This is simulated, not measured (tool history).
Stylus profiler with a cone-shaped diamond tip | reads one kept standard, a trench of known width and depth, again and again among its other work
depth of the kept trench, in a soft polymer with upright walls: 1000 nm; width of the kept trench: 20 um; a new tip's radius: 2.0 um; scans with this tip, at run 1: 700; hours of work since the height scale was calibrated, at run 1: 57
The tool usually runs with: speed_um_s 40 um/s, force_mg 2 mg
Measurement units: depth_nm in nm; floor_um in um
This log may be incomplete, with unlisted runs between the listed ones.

run    hour  speed_um_s  force_mg  scans with this tip  hours of work since the height scale was calibrated  depth_nm  floor_um
  1       0          40         2                  700                                                   57    1014.5     16.17
  2    46.1          40         2                 1028                                                   84   1014.71     16.11
  3    99.8         134         2                 1410                                                  116   1014.49     15.45
  4   164.9          40         2                 1874                                                  154   1015.04     15.97
  5   222.6          40         2                 2285                                                  187   1015.24     15.88
  6   281.3          40         2                 2703                                                  222   1014.95     15.84
  7   344.9          40         2                 3156                                                  259   1015.58     15.67
  8     416          40         2                 3662                                                  300   1015.78     15.67
  9   482.4          40         2                 4135                                                  339   1015.55     15.61
 10   549.6          40         2                 4614                                                  378   1016.03     15.51
      556.6  -- height scale calibrated on a step standard
 11   627.4          82       1.3                 5164                                                   41   1012.96     14.96
 12   679.7          33      1.77                 5537                                                   72   1015.65     15.42
        707  -- height scale calibrated on a step standard, once more
 13   756.2          33      1.77                 6078                                                   29   1013.41     15.32
 14   848.4          33      1.77                 6735                                                   83   1013.74     15.16
 15   892.6          40      4.35                 7050                                                  108   1024.58     15.25
 16     941          28       4.6                 7394                                                  137   1025.71      15.2
 17   987.8          28       4.6                 7727                                                  164   1025.81     15.23
 18  1025.7          28       4.6                 7997                                                  186   1026.26     15.18
     1063.8  -- new tip fitted, height scale calibrated
 19  1076.1          17      4.03                   88                                                    7    1022.5     16.46
 20  1131.6          17      3.04                  483                                                   40   1018.93     16.38

Alternative continuations, all from the tool just after run 20; predict every row:
  A  1191.3         156      4.76                  908                                                   74         ?         ?
  B  1191.3          21      2.48                  908                                                   74         ?         ?
  C  1191.3         115      1.26                  908                                                   74         ?         ?
  D  1191.3          40      3.16                  908                                                   74         ?         ?

run  depth_nm  floor_um
  A   1025.71     15.65
  B   1017.16     16.25
  C   1010.73     15.27
  D   1019.67     16.15
What these runs would have given with no unlogged condition in the tool:
run  depth_nm  floor_um
  A   1025.54     15.83
  B   1016.99     16.43
  C   1010.56     15.45
  D    1019.5     16.33

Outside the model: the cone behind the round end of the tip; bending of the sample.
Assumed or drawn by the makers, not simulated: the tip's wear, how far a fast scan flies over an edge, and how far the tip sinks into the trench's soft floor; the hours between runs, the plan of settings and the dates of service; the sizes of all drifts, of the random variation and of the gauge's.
